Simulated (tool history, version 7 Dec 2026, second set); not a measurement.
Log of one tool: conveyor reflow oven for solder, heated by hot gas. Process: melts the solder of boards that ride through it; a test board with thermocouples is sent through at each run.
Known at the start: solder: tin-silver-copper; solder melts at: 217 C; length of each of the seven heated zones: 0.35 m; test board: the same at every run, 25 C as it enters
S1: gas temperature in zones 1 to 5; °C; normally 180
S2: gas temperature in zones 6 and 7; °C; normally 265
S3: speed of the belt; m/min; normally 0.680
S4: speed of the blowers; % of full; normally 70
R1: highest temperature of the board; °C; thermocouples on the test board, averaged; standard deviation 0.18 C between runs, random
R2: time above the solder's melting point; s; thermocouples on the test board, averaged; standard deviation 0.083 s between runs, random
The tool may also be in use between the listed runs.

run   hour   S1   S2     S3  S4     R1     R2
  1    0.0  180  265  0.680  70  250.0  46.69
  2   24.0  180  265  0.680  70  250.3  46.76
  3   56.6  180  265  0.680  70  250.3  46.80
  4   84.5  180  258  0.680  70  244.3  42.76
  5  121.3  191  265  0.680  70  252.0  51.69
  6  156.3  180  265  0.574  70  254.4  59.44
     163.1  -- belt drive overhauled, speed set with a stopwatch
  7  185.5  173  265  0.680  70  248.6  43.71
  8  215.4  180  265  0.680  70  250.2  46.60
  9  247.4  180  271  0.680  70  255.2  49.50
 10  274.2  180  271  0.680  70  255.1  49.33
 11  311.3  180  265  0.680  70  250.0  46.67
 12  334.4  185  265  0.595  70  254.2  58.91
 13  374.4  185  265  0.780  70  246.9  39.23
 14  395.2  185  265  0.780  70  246.6  39.40
 15  431.7  185  265  0.780  70  246.6  39.37
 16  468.4  191  275  0.591  66  263.3  65.78
 17  487.4  191  264  0.618  52  247.9  53.52
 18  525.9  191  264  0.618  52  248.2  53.57
 19  559.1  180  261  0.680  70  246.7  44.48
 20  577.8  180  258  0.680  68  243.7  42.20
 21  604.8  180  258  0.680  68  243.6  42.17

3 options for the next run, each taken on its own from the tool as it stands now. Forecast them:
  A  639.2  175  265  0.680  70   ?   ?
  B  639.2  185  266  0.680  68   ?   ?
  C  639.2  180  273  0.561  51   ?   ?

run     R1     R2
  A  249.1  44.44
  B  251.3  48.83
  C  256.3  60.31
Without the tool's hidden state the same runs would have given:
run     R1     R2
  A  249.2  44.49
  B  251.3  48.87
  C  256.3  60.34
